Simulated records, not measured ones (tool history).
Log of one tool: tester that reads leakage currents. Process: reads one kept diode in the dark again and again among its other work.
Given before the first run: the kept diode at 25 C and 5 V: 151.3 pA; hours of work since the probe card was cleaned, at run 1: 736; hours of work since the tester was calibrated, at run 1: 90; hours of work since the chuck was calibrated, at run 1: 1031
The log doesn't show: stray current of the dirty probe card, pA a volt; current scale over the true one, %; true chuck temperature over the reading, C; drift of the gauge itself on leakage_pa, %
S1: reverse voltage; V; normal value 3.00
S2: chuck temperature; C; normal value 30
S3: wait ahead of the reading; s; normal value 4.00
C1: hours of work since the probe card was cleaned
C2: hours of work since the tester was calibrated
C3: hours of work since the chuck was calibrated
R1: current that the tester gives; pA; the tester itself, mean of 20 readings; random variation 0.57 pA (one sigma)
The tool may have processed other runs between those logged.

{"run": 1, "day": 0.0, "S1": 3.0, "S2": 30, "S3": 4.0, "C1": 736, "C2": 90, "C3": 1031, "R1": 189.78}
{"run": 2, "day": 0.558, "S1": 3.0, "S2": 30, "S3": 4.0, "C1": 743, "C2": 97, "C3": 1038, "R1": 189.55}
{"run": 3, "day": 1.475, "S1": 3.0, "S2": 48, "S3": 4.0, "C1": 754, "C2": 109, "C3": 1049, "R1": 733.98}
{"run": 4, "day": 2.308, "S1": 3.0, "S2": 48, "S3": 4.0, "C1": 765, "C2": 120, "C3": 1060, "R1": 735.06}
{"run": 5, "day": 3.475, "S1": 3.0, "S2": 30, "S3": 4.0, "C1": 780, "C2": 134, "C3": 1075, "R1": 188.05}
{"run": 6, "day": 4.396, "S1": 3.0, "S2": 30, "S3": 4.0, "C1": 791, "C2": 146, "C3": 1087, "R1": 188.78}
{"run": 7, "day": 5.65, "S1": 3.0, "S2": 30, "S3": 0.41, "C1": 807, "C2": 162, "C3": 1102, "R1": 189.82}
{"run": 8, "day": 6.479, "S1": 3.0, "S2": 30, "S3": 4.0, "C1": 818, "C2": 173, "C3": 1113, "R1": 188.93}
{"run": 9, "day": 7.158, "S1": 3.0, "S2": 30, "S3": 0.83, "C1": 826, "C2": 181, "C3": 1122, "R1": 189.24}
{"run": 10, "day": 7.808, "S1": 3.0, "S2": 30, "S3": 0.83, "C1": 835, "C2": 189, "C3": 1130, "R1": 189.49}
{"run": 11, "day": 8.783, "S1": 2.86, "S2": 30, "S3": 4.0, "C1": 847, "C2": 202, "C3": 1142, "R1": 185.59}
{"run": 12, "day": 9.829, "S1": 1.28, "S2": 56, "S3": 1.12, "C1": 860, "C2": 215, "C3": 1156, "R1": 939.1}
{"run": 13, "day": 10.5, "S1": 1.28, "S2": 38, "S3": 1.12, "C1": 869, "C2": 224, "C3": 1164, "R1": 259.19}
{"run": 14, "day": 11.183, "S1": 6.29, "S2": 33, "S3": 4.0, "C1": 878, "C2": 232, "C3": 1173, "R1": 314.09}
{"run": 15, "day": 11.775, "S1": 3.0, "S2": 37, "S3": 4.0, "C1": 885, "C2": 240, "C3": 1180, "R1": 326.46}
{"run": 16, "day": 12.867, "S1": 3.0, "S2": 44, "S3": 1.32, "C1": 899, "C2": 254, "C3": 1194, "R1": 549.17}
{"run": 17, "day": 13.771, "S1": 3.0, "S2": 39, "S3": 4.0, "C1": 910, "C2": 265, "C3": 1206, "R1": 380.75}
{"run": 18, "day": 14.304, "S1": 3.0, "S2": 49, "S3": 1.68, "C1": 917, "C2": 272, "C3": 1212, "R1": 784.04}
{"run": 19, "day": 15.438, "S1": 1.11, "S2": 30, "S3": 2.04, "C1": 932, "C2": 286, "C3": 1227, "R1": 131.14}
{"run": 20, "day": 16.167, "S1": 1.11, "S2": 30, "S3": 2.04, "C1": 941, "C2": 296, "C3": 1236, "R1": 131.63}
{"run": 21, "day": 17.221, "S1": 1.11, "S2": 30, "S3": 2.04, "C1": 954, "C2": 309, "C3": 1249, "R1": 131.32}

Results per run with the tool's hidden condition removed, run-to-run variation unchanged:
run=1 R1=189.54
run=2 R1=189.30
run=3 R1=733.16
run=4 R1=734.23
run=5 R1=187.80
run=6 R1=188.52
run=7 R1=189.56
run=8 R1=188.67
run=9 R1=188.97
run=10 R1=189.22
run=11 R1=185.32
run=12 R1=938.03
run=13 R1=258.85
run=14 R1=313.63
run=15 R1=326.02
run=16 R1=548.46
run=17 R1=380.23
run=18 R1=783.05
run=19 R1=130.95
run=20 R1=131.44
run=21 R1=131.12

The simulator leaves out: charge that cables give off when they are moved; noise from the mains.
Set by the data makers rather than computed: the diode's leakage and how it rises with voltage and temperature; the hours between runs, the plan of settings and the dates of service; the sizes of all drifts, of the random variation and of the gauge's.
